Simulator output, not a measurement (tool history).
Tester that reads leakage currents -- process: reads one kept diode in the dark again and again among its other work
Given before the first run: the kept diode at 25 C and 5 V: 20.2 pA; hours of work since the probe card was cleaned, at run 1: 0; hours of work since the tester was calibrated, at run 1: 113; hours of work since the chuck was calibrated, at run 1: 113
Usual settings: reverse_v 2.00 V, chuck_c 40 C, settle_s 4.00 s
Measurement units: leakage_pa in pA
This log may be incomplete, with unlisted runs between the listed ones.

| run | day | reverse_v | chuck_c | settle_s | hours of work since the probe card was cleaned | hours of work since the tester was calibrated | hours of work since the chuck was calibrated | leakage_pa |
|---|---|---|---|---|---|---|---|---|
| 1 | 0.000 | 2.00 | 40 | 4.00 | 0 | 113 | 113 | 41.86 |
| 2 | 4.275 | 2.00 | 40 | 4.00 | 47 | 160 | 160 | 41.55 |
| 3 | 8.375 | 2.00 | 40 | 4.00 | 92 | 205 | 205 | 41.42 |
| 4 | 13.112 | 2.00 | 40 | 4.00 | 144 | 257 | 257 | 41.39 |
| 5 | 18.512 | 2.00 | 40 | 4.00 | 203 | 316 | 316 | 41.08 |
| 6 | 22.612 | 2.00 | 40 | 4.00 | 248 | 361 | 361 | 41.09 |
| 7 | 24.942 | 2.00 | 40 | 4.00 | 273 | 386 | 386 | 40.85 |
| 8 | 29.292 | 2.00 | 40 | 4.00 | 321 | 434 | 434 | 40.91 |
| 9 | 33.400 | 2.00 | 40 | 4.00 | 366 | 479 | 479 | 40.73 |
| 10 | 35.771 | 2.00 | 26 | 4.00 | 392 | 505 | 505 | 14.95 |
| 11 | 39.221 | 2.00 | 40 | 0.74 | 430 | 543 | 543 | 40.97 |
| 12 | 43.338 | 2.00 | 40 | 0.74 | 475 | 588 | 588 | 40.92 |
| 13 | 46.358 | 2.00 | 40 | 0.74 | 508 | 621 | 621 | 40.69 |
| 14 | 50.162 | 1.46 | 40 | 4.00 | 550 | 663 | 663 | 34.64 |
| 15 | 53.425 | 1.46 | 40 | 4.00 | 585 | 698 | 698 | 34.59 |
| 16 | 57.362 | 1.46 | 40 | 4.00 | 629 | 741 | 741 | 34.61 |
| 17 | 62.271 | 1.52 | 28 | 4.00 | 682 | 795 | 795 | 15.21 |
| 18 | 65.525 | 19.79 | 50 | 3.08 | 718 | 831 | 831 | 238.15 |
|  | 67.671 | chuck's temperature calibrated |
| 19 | 68.929 | 1.37 | 38 | 4.00 | 754 | 867 | 14 | 32.67 |
| 20 | 74.183 | 2.74 | 38 | 0.38 | 812 | 925 | 71 | 46.21 |
| 21 | 78.346 | 2.52 | 30 | 9.32 | 858 | 970 | 117 | 25.82 |
| 22 | 83.508 | 2.52 | 27 | 9.32 | 914 | 1027 | 174 | 21.41 |
| 23 | 87.396 | 3.99 | 40 | 4.00 | 957 | 1070 | 216 | 62.71 |
| 24 | 92.304 | 13.65 | 47 | 4.00 | 1010 | 1123 | 270 | 183.07 |
| 25 | 94.971 | 13.65 | 47 | 4.00 | 1040 | 1153 | 299 | 183.27 |
| 26 | 99.304 | 2.18 | 42 | 0.99 | 1087 | 1200 | 347 | 52.29 |
| 27 | 102.096 | 2.18 | 42 | 3.85 | 1118 | 1231 | 377 | 52.40 |
| 28 | 105.958 | 2.00 | 38 | 8.49 | 1160 | 1273 | 419 | 38.57 |
| 29 | 108.200 | 2.55 | 52 | 0.43 | 1185 | 1298 | 444 | 107.97 |

Branching from run 29: 5 alternative next runs. What would each branch give?
| A | 112.642 | 1.16 | 25 | 1.01 | 1233 | 1346 | 493 | ? |
| B | 112.642 | 2.00 | 24 | 4.33 | 1233 | 1346 | 493 | ? |
| C | 112.642 | 1.12 | 22 | 4.00 | 1233 | 1346 | 493 | ? |
| D | 112.642 | 2.55 | 52 | 0.36 | 1233 | 1346 | 493 | ? |
| E | 112.642 | 13.62 | 40 | 0.64 | 1233 | 1346 | 493 | ? |

| run | leakage_pa |
|---|---|
| A | 12.56 |
| B | 16.04 |
| C | 10.07 |
| D | 107.42 |
| E | 125.35 |
With the hidden condition removed and each run's random variation left untouched, the same runs would have given:
| run | leakage_pa |
|---|---|
| A | 10.75 |
| B | 12.46 |
| C | 8.17 |
| D | 109.32 |
| E | 101.40 |
